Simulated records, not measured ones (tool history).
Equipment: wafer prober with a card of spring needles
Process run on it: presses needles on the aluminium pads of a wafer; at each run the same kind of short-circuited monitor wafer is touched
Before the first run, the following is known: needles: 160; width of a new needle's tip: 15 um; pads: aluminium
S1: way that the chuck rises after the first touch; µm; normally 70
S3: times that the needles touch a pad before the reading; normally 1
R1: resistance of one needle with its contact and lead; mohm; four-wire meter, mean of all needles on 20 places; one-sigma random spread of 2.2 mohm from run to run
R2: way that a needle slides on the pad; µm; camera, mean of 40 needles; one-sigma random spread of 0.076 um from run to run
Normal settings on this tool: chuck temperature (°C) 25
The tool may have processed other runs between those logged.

Run 1, day 0.000: usual settings. Result: R1 250 mohm, R2 16.14 µm.
At day 0.183: tips cleaned on abrasive film.
Run 2, day 0.504: usual settings but S3 3. Result: R1 253 mohm, R2 16.04 µm.
At day 0.612: tips cleaned on abrasive film.
Run 3, day 0.921: usual settings. Result: R1 255 mohm, R2 16.05 µm.
At day 1.017: tips cleaned on abrasive film.
At day 1.421: tips cleaned on abrasive film.
Run 4, day 1.529: usual settings. Result: R1 251 mohm, R2 16.09 µm.
At day 1.838: tips cleaned on abrasive film.
Run 5, day 1.888: usual settings. Result: R1 253 mohm, R2 16.08 µm.
At day 2.267: tips cleaned on abrasive film.
Run 6, day 2.267: usual settings. Result: R1 253 mohm, R2 16.09 µm.
At day 2.688: tips cleaned on abrasive film.
Run 7, day 2.846: usual settings. Result: R1 252 mohm, R2 15.95 µm.
At day 3.092: tips cleaned on abrasive film.
Run 8, day 3.275: usual settings. Result: R1 252 mohm, R2 16.16 µm.
At day 3.438: height of the first contact set anew.
At day 3.500: tips cleaned on abrasive film.
Run 9, day 3.796: usual settings but chuck temperature (°C) 56. Result: R1 262 mohm, R2 16.24 µm.
At day 3.933: tips cleaned on abrasive film.
Run 10, day 4.204: usual settings. Result: R1 251 mohm, R2 16.05 µm.
At day 4.346: tips cleaned on abrasive film.
Run 11, day 4.562: usual settings. Result: R1 255 mohm, R2 16.21 µm.
At day 4.742: tips cleaned on abrasive film.
Run 12, day 5.088: usual settings. Result: R1 250 mohm, R2 16.09 µm.
At day 5.154: tips cleaned on abrasive film.
At day 5.558: tips cleaned on abrasive film.
Run 13, day 5.750: usual settings. Result: R1 251 mohm, R2 16.29 µm.
At day 5.983: tips cleaned on abrasive film.
Run 14, day 6.146: usual settings. Result: R1 253 mohm, R2 16.24 µm.
At day 6.400: tips cleaned on abrasive film.
At day 6.788: tips cleaned on abrasive film.
Run 15, day 6.812: usual settings. Result: R1 252 mohm, R2 16.23 µm.
At day 7.188: tips cleaned on abrasive film.
Run 16, day 7.417: usual settings. Result: R1 249 mohm, R2 16.13 µm.
At day 7.579: tips cleaned on abrasive film.
At day 7.962: tips cleaned on abrasive film.
Run 17, day 8.058: usual settings but chuck temperature (°C) 30. Result: R1 252 mohm, R2 16.23 µm.
At day 8.388: tips cleaned on abrasive film.
Run 18, day 8.388: usual settings but chuck temperature (°C) 30. Result: R1 251 mohm, R2 16.21 µm.
At day 8.783: tips cleaned on abrasive film.
Run 19, day 8.783: usual settings but chuck temperature (°C) 30. Result: R1 253 mohm, R2 16.15 µm.
At day 9.196: tips cleaned on abrasive film.
Run 20, day 9.275: usual settings but S1 52 µm, chuck temperature (°C) 82. Result: R1 273 mohm, R2 12.16 µm.
At day 9.600: tips cleaned on abrasive film.
Run 21, day 9.771: usual settings but S1 88 µm, chuck temperature (°C) 46. Result: R1 255 mohm, R2 20.43 µm.
At day 9.983: tips cleaned on abrasive film.
Run 22, day 10.254: usual settings but S1 59 µm, chuck temperature (°C) 31, S3 2. Result: R1 252 mohm, R2 13.84 µm.
At day 10.383: tips cleaned on abrasive film.
Run 23, day 10.650: usual settings but S1 50 µm, chuck temperature (°C) 38. Result: R1 262 mohm, R2 11.63 µm.
At day 10.775: tips cleaned on abrasive film.
Run 24, day 10.996: usual settings but S1 50 µm, chuck temperature (°C) 38. Result: R1 256 mohm, R2 11.77 µm.
At day 11.192: tips cleaned on abrasive film.
Run 25, day 11.442: usual settings but S1 50 µm, chuck temperature (°C) 38. Result: R1 262 mohm, R2 11.63 µm.
At day 11.600: tips cleaned on abrasive film.
Run 26, day 11.938: usual settings but S1 87 µm, S3 2. Result: R1 248 mohm, R2 20.42 µm.
At day 11.988: tips cleaned on abrasive film.
Run 27, day 12.292: usual settings but S1 61 µm, chuck temperature (°C) 80, S3 3. Result: R1 271 mohm, R2 14.07 µm.
At day 12.396: tips cleaned on abrasive film.
Run 28, day 12.592: usual settings but S1 61 µm, chuck temperature (°C) 80, S3 3. Result: R1 270 mohm, R2 14.10 µm.
At day 12.817: tips cleaned on abrasive film.
Run 29, day 13.167: usual settings but S1 61 µm, chuck temperature (°C) 60, S3 3. Result: R1 261 mohm, R2 14.28 µm.
At day 13.196: tips cleaned on abrasive film.
Run 30, day 13.462: usual settings but S1 85 µm, chuck temperature (°C) 118. Result: R1 274 mohm, R2 19.88 µm.
At day 13.596: tips cleaned on abrasive film.
At day 13.983: tips cleaned on abrasive film.
Run 31, day 14.050: usual settings but S1 60 µm, chuck temperature (°C) 88, S3 3. Result: R1 273 mohm, R2 14.06 µm.
At day 14.404: tips cleaned on abrasive film.
Run 32, day 14.404: usual settings but S1 60 µm, chuck temperature (°C) 88, S3 3. Result: R1 269 mohm, R2 14.09 µm.

Forecast each of these 4 alternatives for the next run:
At day 14.800: tips cleaned on abrasive film.
Run A, day 14.900: usual settings but S1 85 µm, chuck temperature (°C) 44, S3 2. Result: R1 ?, R2 ?.
At day 14.800: tips cleaned on abrasive film.
Run B, day 14.900: usual settings. Result: R1 ?, R2 ?.
At day 14.800: tips cleaned on abrasive film.
Run C, day 14.900: usual settings but S1 71 µm, chuck temperature (°C) 37. Result: R1 ?, R2 ?.
At day 14.800: tips cleaned on abrasive film.
Run D, day 14.900: usual settings but S1 60 µm, chuck temperature (°C) 34, S3 3. Result: R1 ?, R2 ?.

run   R1     R2
  A  259  19.90
  B  251  16.43
  C  249  16.55
  D  257  14.07
Take away the tool's hidden state, keep each run's random variation, and the runs would have read:
run   R1     R2
  A  259  19.48
  B  251  16.09
  C  249  16.20
  D  257  13.78
